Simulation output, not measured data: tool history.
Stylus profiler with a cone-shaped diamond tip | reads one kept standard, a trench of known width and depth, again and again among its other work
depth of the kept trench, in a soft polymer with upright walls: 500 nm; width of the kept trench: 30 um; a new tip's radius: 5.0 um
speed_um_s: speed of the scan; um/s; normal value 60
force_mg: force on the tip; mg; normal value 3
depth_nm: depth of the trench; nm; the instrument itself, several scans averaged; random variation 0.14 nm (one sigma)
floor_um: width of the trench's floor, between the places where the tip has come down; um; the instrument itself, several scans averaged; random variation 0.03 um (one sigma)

run	hour	speed_um_s	force_mg	depth_nm	floor_um
1	0	60	3	504.85	23.58
2	33.1	60	3	504.97	23.51
3	84.2	60	3	505.02	23.47
4	113	60	3	504.98	23.51
5	162.1	60	3	505.27	23.49
6	210.8	60	5.72	506.74	23.46
7	239.6	60	5.72	506.66	23.52
8	267.4	60	2.21	504.76	23.36
9	296.5	60	2.21	504.54	23.33
10	317.3	60	2.21	504.63	23.36
11	358.3	60	2.21	504.81	23.23
12	407.4	60	2.21	504.85	23.24
13	446	60	2.21	504.62	23.26
14	496.3	60	2.21	504.88	23.19
15	526.4	60	2.21	504.92	23.16
16	572.1	60	2.21	504.6	23.19
17	607.1	23	4.92	506.84	23.31
# hour 611.7: height scale calibrated on a step standard
18	639.4	20	2.8	505.92	23.32
19	674.4	20	2.8	505.57	23.29
# hour 722.2: new tip fitted, height scale calibrated
20	726.7	18	6.63	505.15	25.66
21	759.3	31	4.06	504.03	25.61
22	804.4	31	4.06	503.76	25.57
23	826.7	60	2.24	502.83	25.36
# hour 835.7: height scale calibrated on a step standard, once more
24	852.7	60	2.24	502.79	25.32
25	888	60	2.24	502.51	25.33
26	930.4	60	5.83	505.2	25.41
27	957.9	17	6.29	505.36	25.48
28	992.3	118	3	503.28	25.1
29	1037.4	115	3	503.38	25.02

4 options for the next run, each taken on its own from the tool as it stands now. Forecast them:
A	1076.8	18	4.83	?	?
B	1076.8	50	3.41	?	?
C	1076.8	81	4.75	?	?
D	1076.8	35	2.22	?	?

run	depth_nm	floor_um
A	504.87	25.38
B	503.51	25.25
C	504.58	25.13
D	503.17	25.23
Take away the tool's hidden state, keep each run's random variation, and the runs would have read:
run	depth_nm	floor_um
A	504.66	25.62
B	503.29	25.49
C	504.36	25.37
D	502.95	25.47

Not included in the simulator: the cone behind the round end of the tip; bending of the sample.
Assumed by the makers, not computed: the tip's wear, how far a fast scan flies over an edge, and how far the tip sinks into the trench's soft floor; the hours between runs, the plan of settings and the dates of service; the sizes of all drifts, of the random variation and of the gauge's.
